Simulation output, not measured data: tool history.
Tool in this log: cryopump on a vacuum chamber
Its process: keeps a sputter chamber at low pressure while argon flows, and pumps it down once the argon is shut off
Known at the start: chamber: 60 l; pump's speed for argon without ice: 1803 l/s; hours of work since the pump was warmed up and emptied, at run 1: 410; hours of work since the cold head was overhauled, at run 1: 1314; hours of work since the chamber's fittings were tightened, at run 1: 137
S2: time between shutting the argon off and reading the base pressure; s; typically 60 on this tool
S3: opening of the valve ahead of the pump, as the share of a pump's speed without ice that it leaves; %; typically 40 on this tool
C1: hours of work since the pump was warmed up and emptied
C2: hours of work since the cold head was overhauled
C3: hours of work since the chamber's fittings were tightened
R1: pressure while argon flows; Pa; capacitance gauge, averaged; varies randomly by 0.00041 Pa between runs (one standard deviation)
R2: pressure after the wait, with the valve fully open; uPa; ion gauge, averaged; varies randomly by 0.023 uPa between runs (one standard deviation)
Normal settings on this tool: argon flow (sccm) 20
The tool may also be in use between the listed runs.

run 1 day=0 | argon_flow_(sccm)=20 S2=60 S3=40 | C1=410 C2=1314 C3=137 | R1=0.0503 R2=1.03
run 2 day=2.233 | argon_flow_(sccm)=20 S2=60 S3=40 | C1=432 C2=1335 C3=159 | R1=0.0498 R2=0.99
run 3 day=5.125 | argon_flow_(sccm)=20 S2=60 S3=40 | C1=460 C2=1363 C3=186 | R1=0.0504 R2=1.02
run 4 day=7.95 | argon_flow_(sccm)=20 S2=60 S3=45 | C1=487 C2=1390 C3=213 | R1=0.0446 R2=1.1
run 5 day=12.304 | argon_flow_(sccm)=10 S2=60 S3=40 | C1=529 C2=1432 C3=255 | R1=0.0249 R2=1.14
run 6 day=15.217 | argon_flow_(sccm)=10 S2=60 S3=40 | C1=557 C2=1460 C3=283 | R1=0.0253 R2=1.22
run 7 day=17.246 | argon_flow_(sccm)=20 S2=142 S3=40 | C1=576 C2=1479 C3=303 | R1=0.0509 R2=0.92
run 8 day=19.696 | argon_flow_(sccm)=20 S2=60 S3=40 | C1=600 C2=1503 C3=326 | R1=0.0513 R2=1.31
run 9 day=22.679 | argon_flow_(sccm)=20 S2=60 S3=40 | C1=628 C2=1532 C3=355 | R1=0.0516 R2=1.36
run 10 day=24.675 | argon_flow_(sccm)=20 S2=60 S3=40 | C1=647 C2=1551 C3=374 | R1=0.0515 R2=1.41
run 11 day=28.758 | argon_flow_(sccm)=20 S2=60 S3=40 | C1=687 C2=1590 C3=413 | R1=0.0513 R2=1.42
run 12 day=30.979 | argon_flow_(sccm)=20 S2=60 S3=40 | C1=708 C2=1611 C3=435 | R1=0.0524 R2=1.49
run 13 day=34.662 | argon_flow_(sccm)=12 S2=60 S3=16 | C1=743 C2=1647 C3=470 | R1=0.0737 R2=1.51
run 14 day=38.125 | argon_flow_(sccm)=16 S2=60 S3=16 | C1=777 C2=1680 C3=503 | R1=0.0984 R2=1.64
run 15 day=42.004 | argon_flow_(sccm)=18 S2=60 S3=19 | C1=814 C2=1717 C3=541 | R1=0.0945 R2=1.61
run 16 day=46.375 | argon_flow_(sccm)=20 S2=21 S3=40 | C1=856 C2=1759 C3=583 | R1=0.0525 R2=2.87
run 17 day=49.254 | argon_flow_(sccm)=14 S2=94 S3=30 | C1=884 C2=1787 C3=610 | R1=0.0479 R2=1.56
-- day=51.108 pump warmed up, emptied and cooled again
run 18 day=52.25 | argon_flow_(sccm)=20 S2=75 S3=40 | C1=11 C2=1814 C3=637 | R1=0.0477 R2=1.46
run 19 day=56.033 | argon_flow_(sccm)=12 S2=270 S3=50 | C1=47 C2=1850 C3=674 | R1=0.0226 R2=1.13
run 20 day=58.846 | argon_flow_(sccm)=12 S2=22 S3=50 | C1=74 C2=1877 C3=701 | R1=0.0226 R2=2.67
run 21 day=61.379 | argon_flow_(sccm)=12 S2=22 S3=37 | C1=99 C2=1901 C3=725 | R1=0.0306 R2=2.64
run 22 day=63.788 | argon_flow_(sccm)=17 S2=164 S3=19 | C1=122 C2=1925 C3=748 | R1=0.0851 R2=1.31
run 23 day=66.388 | argon_flow_(sccm)=9 S2=60 S3=40 | C1=147 C2=1950 C3=773 | R1=0.0215 R2=1.74

Alternative continuations, all from the tool just after run 23; predict every row:
run A day=69.133 | argon_flow_(sccm)=9 S2=60 S3=20 | C1=173 C2=1976 C3=799 | R1=? R2=?
run B day=69.133 | argon_flow_(sccm)=20 S2=60 S3=40 | C1=173 C2=1976 C3=799 | R1=? R2=?
run C day=69.133 | argon_flow_(sccm)=9 S2=60 S3=25 | C1=173 C2=1976 C3=799 | R1=? R2=?
run D day=69.133 | argon_flow_(sccm)=8 S2=22 S3=19 | C1=173 C2=1976 C3=799 | R1=? R2=?
run E day=69.133 | argon_flow_(sccm)=9 S2=59 S3=40 | C1=173 C2=1976 C3=799 | R1=? R2=?

run=A R1=0.0432 R2=1.73
run=B R1=0.0473 R2=1.76
run=C R1=0.034 R2=1.76
run=D R1=0.0406 R2=2.86
run=E R1=0.0221 R2=1.81
The same runs, with their run-to-run variation unchanged, on a tool lacking any hidden condition would have given:
run=A R1=0.0425 R2=0.75
run=B R1=0.046 R2=0.76
run=C R1=0.0334 R2=0.75
run=D R1=0.04 R2=1.85
run=E R1=0.0215 R2=0.8
